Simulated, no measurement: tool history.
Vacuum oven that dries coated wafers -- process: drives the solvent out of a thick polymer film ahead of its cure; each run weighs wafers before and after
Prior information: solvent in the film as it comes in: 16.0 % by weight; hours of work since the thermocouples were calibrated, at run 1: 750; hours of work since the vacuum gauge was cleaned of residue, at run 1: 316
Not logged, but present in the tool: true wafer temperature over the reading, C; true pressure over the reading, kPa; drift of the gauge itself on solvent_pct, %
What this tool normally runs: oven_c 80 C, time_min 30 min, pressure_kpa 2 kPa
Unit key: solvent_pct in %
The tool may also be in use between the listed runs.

run     day  oven_c  time_min  pressure_kpa  hours of work since the thermocouples were calibrated  hours of work since the vacuum gauge was cleaned of residue  solvent_pct
  1       0      80        30             2                                                    750                                                          316         2.56
  2   0.508      80        30             2                                                    759                                                          325         2.57
  3   1.612      80        30             2                                                    778                                                          344         2.56
  4   2.175      80        30             2                                                    787                                                          354         2.55
  5   2.667      80        31             2                                                    796                                                          362         2.49
  6   3.712      80        30             2                                                    814                                                          380         2.65
  7   4.512      80        30             2                                                    828                                                          394         2.57
  8   5.062      80        30             2                                                    837                                                          404          2.6
  9   5.596      80        30          1.47                                                    847                                                          413         2.34
 10   6.662      80        30          5.87                                                    865                                                          431         4.46
      7.404  -- oven's thermocouples calibrated
 11   7.462      80        30          5.87                                                      1                                                          444         5.01
 12   8.512      80        26          5.87                                                     19                                                          462         5.46
 13   9.338      80        26          2.68                                                     33                                                          476         3.92
 14   9.904      80        26          2.68                                                     43                                                          486         3.91
 15  11.004      80        26          2.68                                                     62                                                          505         3.97
 16  11.704      80        26          2.68                                                     74                                                          517         3.87
 17  12.571      80        26          2.68                                                     89                                                          532         3.96
 18  13.079      80        30          1.31                                                     98                                                          541         2.61
 19  13.846      80        30          1.31                                                    112                                                          554         2.71
 20  14.296      89        30          1.31                                                    119                                                          562         0.91
 21  15.167      80        30          2.34                                                    134                                                          577         3.16
 22  16.025      73        30          2.31                                                    149                                                          592         5.52
 23  17.017      80        21             2                                                    166                                                          609         4.38
 24  17.721      80        20          6.03                                                    179                                                          621          6.4
 25  18.696      80        26           3.8                                                    195                                                          638         4.34
 26  19.275      80        26           3.8                                                    206                                                          648         4.42
 27  20.371      81        28          3.25                                                    224                                                          667         3.54
 28  21.238      81        28          3.25                                                    239                                                          682         3.55
 29  21.729      89        16          5.09                                                    248                                                          691         3.74
 30  22.717      80        20          3.87                                                    265                                                          708         5.37
 31  23.675      80        20          6.01                                                    282                                                          724         6.22
 32  24.496      76        53             2                                                    296                                                          739         2.38
 33  25.504      76        53             2                                                    313                                                          756         2.33
 34  26.138      71        18          1.94                                                    324                                                          767         8.03
 35  26.704      71        18          1.94                                                    334                                                          777          8.1
 36  27.346      78        27          3.78                                                    345                                                          788         4.83
 37  27.992      80        30          4.24                                                    356                                                          799            4

Alternative continuations, all from the tool just after run 37; predict every row:
  A  29.004      78        30             2                                                    374                                                          817            ?
  B  29.004      72        47          3.02                                                    374                                                          817            ?
  C  29.004      80        30          3.58                                                    374                                                          817            ?
  D  29.004      88        38          1.06                                                    374                                                          817            ?
  E  29.004      80        43          4.72                                                    374                                                          817            ?

run  solvent_pct
  A         3.47
  B         4.52
  C         3.71
  D         0.65
  E         3.43
The same runs, with their run-to-run variation unchanged, on a tool lacking any hidden condition would have given:
run  solvent_pct
  A         3.61
  B         4.66
  C         3.84
  D         0.63
  E         3.51
